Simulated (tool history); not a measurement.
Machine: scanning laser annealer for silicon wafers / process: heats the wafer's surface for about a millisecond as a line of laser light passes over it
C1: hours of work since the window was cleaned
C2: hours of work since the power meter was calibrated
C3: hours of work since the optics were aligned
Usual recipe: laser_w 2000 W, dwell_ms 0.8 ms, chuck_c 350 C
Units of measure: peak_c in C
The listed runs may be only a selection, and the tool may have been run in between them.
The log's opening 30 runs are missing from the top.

run 31 hour=731.4 | laser_w=2162 dwell_ms=0.8 chuck_c=355 | C1=171 C2=1547 C3=273 | peak_c=1212
run 32 hour=752.4 | laser_w=2162 dwell_ms=0.909 chuck_c=341 | C1=187 C2=1564 C3=290 | peak_c=1259
run 33 hour=778.9 | laser_w=1954 dwell_ms=0.719 chuck_c=363 | C1=208 C2=1585 C3=311 | peak_c=1095
run 34 hour=800.2 | laser_w=1954 dwell_ms=0.719 chuck_c=363 | C1=225 C2=1602 C3=327 | peak_c=1090
run 35 hour=827.5 | laser_w=2019 dwell_ms=0.796 chuck_c=363 | C1=247 C2=1623 C3=349 | peak_c=1156
run 36 hour=856.3 | laser_w=2019 dwell_ms=0.796 chuck_c=363 | C1=270 C2=1646 C3=372 | peak_c=1157
run 37 hour=881.4 | laser_w=1863 dwell_ms=0.586 chuck_c=328 | C1=289 C2=1666 C3=392 | peak_c=948
run 38 hour=906.4 | laser_w=1863 dwell_ms=0.586 chuck_c=328 | C1=309 C2=1686 C3=412 | peak_c=948
run 39 hour=941.1 | laser_w=1921 dwell_ms=0.662 chuck_c=336 | C1=337 C2=1713 C3=439 | peak_c=1020
run 40 hour=963.5 | laser_w=1921 dwell_ms=0.662 chuck_c=336 | C1=355 C2=1731 C3=457 | peak_c=1015

The next listed run, before its measurement:
run 41 hour=990.5 | laser_w=1921 dwell_ms=0.662 chuck_c=336 | C1=376 C2=1753 C3=478 | peak_c=?

{"run 41": {"peak_c": 1017}}
If the tool had no hidden condition, the same run with the same run-to-run variation would have returned peak_c 1040 C.

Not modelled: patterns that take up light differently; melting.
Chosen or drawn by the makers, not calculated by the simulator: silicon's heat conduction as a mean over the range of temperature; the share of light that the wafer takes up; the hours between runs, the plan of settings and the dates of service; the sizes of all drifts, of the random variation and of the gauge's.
